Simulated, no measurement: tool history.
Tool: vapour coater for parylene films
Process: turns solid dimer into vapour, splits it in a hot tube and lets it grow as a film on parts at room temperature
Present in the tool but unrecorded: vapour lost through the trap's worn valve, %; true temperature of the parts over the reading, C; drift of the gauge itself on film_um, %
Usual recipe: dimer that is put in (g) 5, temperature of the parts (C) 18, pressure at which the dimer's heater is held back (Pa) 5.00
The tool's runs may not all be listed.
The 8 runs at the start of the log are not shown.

| run | hour | dimer that is put in (g) | temperature of the parts (C) | pressure at which the dimer's heater is held back (Pa) | hours of work since the trap's valve was overhauled | hours of work since the table's thermometer was calibrated | thickness of the film (um) |
|---|---|---|---|---|---|---|---|
| 9 | 216.3 | 5 | 18 | 5.00 | 315 | 1186 | 0.905 |
| 10 | 242.7 | 5 | 18 | 5.00 | 331 | 1202 | 0.904 |
| 11 | 284.7 | 5 | 18 | 5.00 | 358 | 1229 | 0.911 |
| 12 | 315.9 | 5 | 18 | 5.00 | 377 | 1248 | 0.907 |
|  | 333.1 | trap's valve overhauled |
| 13 | 354.4 | 5 | 18 | 5.00 | 13 | 1270 | 0.903 |
| 14 | 386.1 | 5 | 18 | 5.00 | 33 | 1290 | 0.909 |
| 15 | 408.6 | 4 | 18 | 5.00 | 47 | 1304 | 0.718 |
| 16 | 430.2 | 5 | 18 | 3.75 | 61 | 1317 | 0.948 |
| 17 | 473.1 | 5 | 11 | 5.00 | 88 | 1344 | 0.997 |
| 18 | 514.5 | 5 | 11 | 5.00 | 114 | 1370 | 1.013 |
| 19 | 562.3 | 5 | 12 | 5.00 | 144 | 1400 | 0.986 |
| 20 | 601.7 | 5 | 12 | 5.00 | 168 | 1424 | 0.992 |
| 21 | 631.9 | 3 | 18 | 2.49 | 187 | 1443 | 0.596 |
| 22 | 678.0 | 8 | 11 | 5.00 | 216 | 1472 | 1.648 |
| 23 | 726.7 | 8 | 11 | 5.00 | 246 | 1503 | 1.623 |

The next listed run, before its measurement:
| 24 | 756.6 | 8 | 11 | 5.00 | 265 | 1522 | ? |

{"run 24": {"thickness of the film (um)": 1.617}}
On a tool with no hidden condition, and with the same random variation, this run would have come out at thickness of the film (um) 1.621.

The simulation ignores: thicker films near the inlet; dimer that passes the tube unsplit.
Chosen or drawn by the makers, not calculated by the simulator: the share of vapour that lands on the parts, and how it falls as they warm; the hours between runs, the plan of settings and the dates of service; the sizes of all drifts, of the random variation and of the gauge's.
